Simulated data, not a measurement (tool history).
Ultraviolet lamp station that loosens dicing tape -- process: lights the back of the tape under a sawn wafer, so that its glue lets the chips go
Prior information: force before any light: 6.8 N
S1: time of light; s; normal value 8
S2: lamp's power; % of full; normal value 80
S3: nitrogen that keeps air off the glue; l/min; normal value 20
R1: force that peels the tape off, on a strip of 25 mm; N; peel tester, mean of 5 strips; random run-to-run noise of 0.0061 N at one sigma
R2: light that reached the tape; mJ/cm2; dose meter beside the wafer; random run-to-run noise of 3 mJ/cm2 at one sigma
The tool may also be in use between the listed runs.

run	hour	S1	S2	S3	R1	R2
1	0	8	80	20	0.187	454
# hour 7.3: window cleaned of glue's vapour
2	24.7	8	80	20	0.174	446
3	38.3	8	80	20	0.177	448
4	64.5	8	80	20	0.169	453
5	85.3	8	80	20	0.174	450
6	100.7	6	80	20	0.37	341
7	121.5	8	80	20	0.176	452
8	141.9	11	99	38	0.067	772
9	167.7	7	84	13	0.313	409
10	195.8	7	62	7	1.085	306
11	211.6	16	63	10	0.111	709
12	237.5	16	63	10	0.106	704
13	265.5	5	63	24	0.877	225

Below are 3 alternative next runs, each starting from the tool's condition after run 13. Predict each:
# hour 279.7: window cleaned of glue's vapour
A	286.2	10	63	24	?	?
# hour 279.7: window cleaned of glue's vapour
B	286.2	6	80	24	?	?
# hour 279.7: window cleaned of glue's vapour
C	286.2	4	77	11	?	?

run	R1	R2
A	0.154	446
B	0.325	338
C	1.469	215
Without the tool's unlogged condition, the same runs would have read:
run	R1	R2
A	0.153	447
B	0.323	338
C	1.464	216
